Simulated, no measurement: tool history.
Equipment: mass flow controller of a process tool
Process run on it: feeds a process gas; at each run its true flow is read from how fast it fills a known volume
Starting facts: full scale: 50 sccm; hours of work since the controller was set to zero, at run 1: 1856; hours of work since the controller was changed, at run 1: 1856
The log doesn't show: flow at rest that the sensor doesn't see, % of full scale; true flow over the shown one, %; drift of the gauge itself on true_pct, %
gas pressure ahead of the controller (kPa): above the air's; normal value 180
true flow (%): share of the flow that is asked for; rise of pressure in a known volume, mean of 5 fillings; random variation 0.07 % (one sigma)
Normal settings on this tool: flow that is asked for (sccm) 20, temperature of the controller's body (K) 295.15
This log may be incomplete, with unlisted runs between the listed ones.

run    hour  flow that is asked for (sccm)  gas pressure ahead of the controller (kPa)  temperature of the controller's body (K)  hours of work since the controller was set to zero  hours of work since the controller was changed  true flow (%)
  1     0.0                             20                                         180                                    295.15                                                1856                                            1856          97.68
  2    73.3                             37                                         180                                    295.15                                                1893                                            1893          98.60
  3   157.4                             20                                         180                                    301.15                                                1936                                            1936          96.97
  4   198.6                             20                                         180                                    301.15                                                1956                                            1956          97.00
  5   251.7                             12                                         180                                    301.15                                                1983                                            1983          95.93
  6   309.6                              8                                         180                                    301.15                                                2013                                            2013          94.87
  7   357.0                              8                                         180                                    301.15                                                2037                                            2037          94.91
  8   394.3                              8                                         180                                    301.15                                                2056                                            2056          94.89
  9   431.8                              8                                         180                                    301.15                                                2075                                            2075          94.76
 10   489.4                              8                                         180                                    301.15                                                2104                                            2104          94.66
 11   525.5                             20                                         213                                    295.15                                                2123                                            2123          97.29
 12   570.9                             20                                         213                                    304.15                                                2146                                            2146          96.49
 13   646.0                             20                                         213                                    304.15                                                2184                                            2184          96.37
 14   689.7                             20                                         180                                    296.15                                                2206                                            2206          97.24
 15   759.3                             20                                         180                                    296.15                                                2241                                            2241          97.18
 16   820.0                             20                                         180                                    296.15                                                2272                                            2272          97.24
 17   861.2                              6                                         167                                    295.15                                                2293                                            2293          93.75
 18   897.1                              6                                         167                                    303.15                                                2311                                            2311          93.08
 19   974.1                              6                                         167                                    303.15                                                2350                                            2350          93.02
 20  1037.5                             15                                         145                                    308.15                                                2382                                            2382          95.43
 21  1111.6                             23                                         262                                    309.15                                                2420                                            2420          95.93

Alternative continuations, all from the tool just after run 21; predict every row:
  A  1145.6                              6                                         168                                    309.15                                                2437                                            2437              ?
  B  1145.6                             11                                         200                                    309.15                                                2437                                            2437              ?
  C  1145.6                             20                                         180                                    310.15                                                2437                                            2437              ?
  D  1145.6                              5                                         187                                    294.15                                                2437                                            2437              ?
  E  1145.6                             23                                         275                                    293.15                                                2437                                            2437              ?

run  true flow (%)
  A          92.25
  B          94.53
  C          95.88
  D          92.82
  E          97.27
With no hidden state in the tool, these same runs would have given:
run  true flow (%)
  A          97.64
  B          97.91
  C          98.17
  D          99.11
  E          99.39
